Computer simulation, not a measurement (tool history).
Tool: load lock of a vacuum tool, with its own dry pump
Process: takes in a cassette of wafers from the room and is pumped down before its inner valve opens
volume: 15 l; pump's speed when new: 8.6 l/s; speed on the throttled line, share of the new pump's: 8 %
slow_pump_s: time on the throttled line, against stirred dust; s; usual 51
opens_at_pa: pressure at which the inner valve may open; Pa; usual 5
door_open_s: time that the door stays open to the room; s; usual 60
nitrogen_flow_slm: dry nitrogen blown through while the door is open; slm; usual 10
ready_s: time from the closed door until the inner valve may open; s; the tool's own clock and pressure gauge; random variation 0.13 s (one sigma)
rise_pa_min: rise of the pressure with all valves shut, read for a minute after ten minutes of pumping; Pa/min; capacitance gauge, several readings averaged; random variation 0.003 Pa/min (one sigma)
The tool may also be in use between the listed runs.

run	hour	slow_pump_s	opens_at_pa	door_open_s	nitrogen_flow_slm	incoming humidity of the room's air, %	ready_s	rise_pa_min
1	0.0	51	5	60	10	47.4	65.8	0.237
2	366.2	51	5	60	10	44.1	65.9	0.248
3	562.0	51	5	60	10	43.7	65.7	0.254
4	828.2	51	5	60	10	42.7	66.0	0.265
5	1033.9	51	5	60	10	45.4	66.1	0.279
6	1386.8	51	5	60	10	46.4	66.0	0.298
7	1568.4	51	5	60	10	47.2	66.0	0.296
8	1845.9	55	5	60	10	47.4	69.8	0.311
9	2105.4	55	5	60	10	42.2	69.7	0.321
10	2371.5	55	5	60	10	47.4	69.5	0.334
11	2533.5	55	5	60	10	46.2	69.7	0.337
12	2851.4	51	6	60	10	43.9	65.8	0.356
13	3209.0	51	6	60	10	44.1	65.7	0.370
14	3571.2	51	6	60	10	45.9	65.9	0.391
15	3825.2	58	4	60	10	43.2	72.8	0.391
16	4075.4	51	6	60	7	44.2	65.6	0.410
17	4459.4	51	7	60	10	45.2	65.3	0.427
18	4803.8	51	7	105	10	45.3	65.8	0.451
19	5168.0	71	5	92	43	42.3	84.4	0.447
20	5471.0	51	9	60	27	45.0	65.2	0.461
21	5630.7	57	6	54	10	41.6	71.4	0.476
22	6024.7	68	5	60	6	44.7	81.6	0.516
23	6224.6	38	7	108	14	45.9	54.0	0.514
24	6515.9	38	7	108	5	45.8	54.1	0.552
25	6676.3	51	7	60	10	41.9	65.8	0.539

4 ways to go on from here, each from the tool as it stands after run 25. What would each give?
A	7011.8	51	5	173	5	46.0	?	?
B	7011.8	47	6	60	17	43.8	?	?
C	7011.8	91	7	60	23	45.6	?	?
D	7011.8	89	10	60	10	44.8	?	?

run	ready_s	rise_pa_min
A	66.5	0.602
B	62.6	0.546
C	101.5	0.562
D	99.2	0.563
Without the tool's hidden state the same runs would have given:
run	ready_s	rise_pa_min
A	64.1	0.073
B	60.2	0.021
C	99.8	0.028
D	97.6	0.035

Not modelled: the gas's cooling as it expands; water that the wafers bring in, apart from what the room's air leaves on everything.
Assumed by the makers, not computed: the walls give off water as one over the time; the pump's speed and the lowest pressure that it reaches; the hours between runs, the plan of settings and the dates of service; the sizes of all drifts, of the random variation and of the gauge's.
